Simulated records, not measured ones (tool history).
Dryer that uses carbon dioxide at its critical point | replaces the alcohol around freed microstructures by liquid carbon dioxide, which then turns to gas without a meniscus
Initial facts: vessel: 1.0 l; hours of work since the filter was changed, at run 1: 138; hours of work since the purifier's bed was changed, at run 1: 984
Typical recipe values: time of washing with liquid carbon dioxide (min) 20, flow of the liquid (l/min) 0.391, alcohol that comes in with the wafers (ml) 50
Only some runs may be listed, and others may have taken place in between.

run,hour,time of washing with liquid carbon dioxide (min),flow of the liquid (l/min),alcohol that comes in with the wafers (ml),hours of work since the filter was changed,hours of work since the purifier's bed was changed,alcohol left in the vessel before it's heated (ppm by volume)
1,0,20,0.391,50,138,984,416
2,19.2,20,0.391,50,153,999,444
3,44.7,17,0.391,50,173,1019,675
4,70.6,20,0.391,50,193,1039,477
# hour 97: purifier's bed changed
5,103.4,20,0.391,50,216,5,219
6,120.9,20,0.32,50,230,19,538
7,155.4,20,0.391,50,257,45,237
8,176.5,20,0.391,50,273,62,251
9,195,20,0.662,50,287,76,30
10,215.3,20,0.391,50,303,92,270
11,232.6,20,0.391,50,316,105,288
12,256,26,0.391,50,335,123,81
13,272.7,26,0.418,50,348,136,74
14,305.5,26,0.418,50,373,162,83
15,335.2,14,0.418,50,396,185,1121
16,364.5,20,0.391,50,419,208,368
17,392.5,20,0.391,50,441,229,387
18,414.6,20,0.391,50,458,247,403
# hour 434.6: inlet filter changed
19,434.6,20,0.391,50,0,261,201
20,459.5,20,0.391,50,19,281,205
21,485.9,20,0.391,50,40,301,222
22,514.1,19,0.391,50,62,323,276
23,549.4,19,0.391,50,89,350,303
24,584.7,20,0.278,30,117,378,584
25,615.2,20,0.278,30,140,401,620
26,648.5,20,0.609,77,166,427,127
27,674.7,20,0.391,43,186,448,286
28,694.2,20,0.391,29,202,463,242
29,724.3,19,0.308,43,225,486,838
30,752.1,19,0.308,43,246,508,886
31,770.2,19,0.339,92,261,522,1215
32,793.4,20,0.508,70,279,540,213
33,830.4,20,0.508,70,307,569,227
34,867.9,20,0.508,70,336,598,237
35,889.4,20,0.391,45,353,614,397
36,917.9,12,0.339,43,375,636,3043
37,934.2,29,0.259,36,388,649,406
38,960.5,29,0.259,36,408,670,427
39,997.6,25,0.391,84,437,698,340
40,1035,13,0.391,23,466,727,1140
# hour 1045.8: inlet filter changed
41,1055.1,15,0.407,25,7,742,427
42,1091,15,0.253,25,35,770,1543
43,1120.3,15,0.456,24,58,793,352
44,1158.3,15,0.538,65,87,822,396
45,1175,19,0.334,43,100,835,607
46,1195.9,19,0.572,43,116,851,232

Each row is a separate what-if for the run after 46, all from the same tool condition, not one after another. Results?
A,1217.6,19,0.606,43,133,868,?
B,1217.6,32,0.243,119,133,868,?
C,1217.6,17,0.534,23,133,868,?

run,alcohol left in the vessel before it's heated (ppm by volume)
A,224
B,597
C,267
Take away the tool's hidden state, keep each run's random variation, and the runs would have read:
run,alcohol left in the vessel before it's heated (ppm by volume)
A,6
B,281
C,36

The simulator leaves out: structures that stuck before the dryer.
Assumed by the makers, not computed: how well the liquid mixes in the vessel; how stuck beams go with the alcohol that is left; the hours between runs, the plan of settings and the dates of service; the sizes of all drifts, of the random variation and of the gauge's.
